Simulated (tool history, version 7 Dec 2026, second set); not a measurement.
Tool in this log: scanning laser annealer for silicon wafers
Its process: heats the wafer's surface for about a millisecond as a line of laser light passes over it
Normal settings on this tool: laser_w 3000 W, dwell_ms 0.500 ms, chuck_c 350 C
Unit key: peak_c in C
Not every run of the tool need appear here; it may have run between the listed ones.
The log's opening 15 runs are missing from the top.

run   hour  laser_w  dwell_ms  chuck_c  peak_c
 16  248.5     3000     0.500      350    1035
 17  257.6     3000     0.500      350    1037
 18  277.2     3000     0.500      350    1035
 19  292.7     3000     0.570      350    1084
 20  311.6     3000     0.570      350    1084
 21  326.2     3000     0.452      335     985
 22  336.7     3000     0.452      335     985
 23  353.7     3000     0.452      335     983
 24  370.3     3000     0.610      330    1091
 25  389.8     3000     0.608      337    1098
 26  406.4     2629     0.548      320     946
 27  426.3     2629     0.407      320     856
 28  439.3     2629     0.407      347     884
 29  450.0     3280     0.422      353    1033
 30  466.0     3280     0.422      353    1029
 31  483.1     3009     0.500      315     999
 32  493.1     3295     0.500      315    1062
 33  510.5     3295     0.500      315    1061
 34  526.2     3295     0.500      315    1062
 35  537.2     2759     0.500      364     990
 36  558.9     3206     0.584      350    1136
 37  574.5     2749     0.426      379     949
 38  588.7     2749     0.426      379     948
 39  600.0     3000     0.553      339    1055
 40  621.3     2863     0.580      314    1015

Here are 3 independent what-if runs from the current tool condition. What would each one return?
  A  641.7     2984     0.598      333       ?
  B  641.7     3165     0.369      389       ?
  C  641.7     3000     0.484      350       ?

run  peak_c
  A    1073
  B     996
  C    1015
Without the tool's hidden state the same runs would have given:
run  peak_c
  A    1118
  B    1033
  C    1056
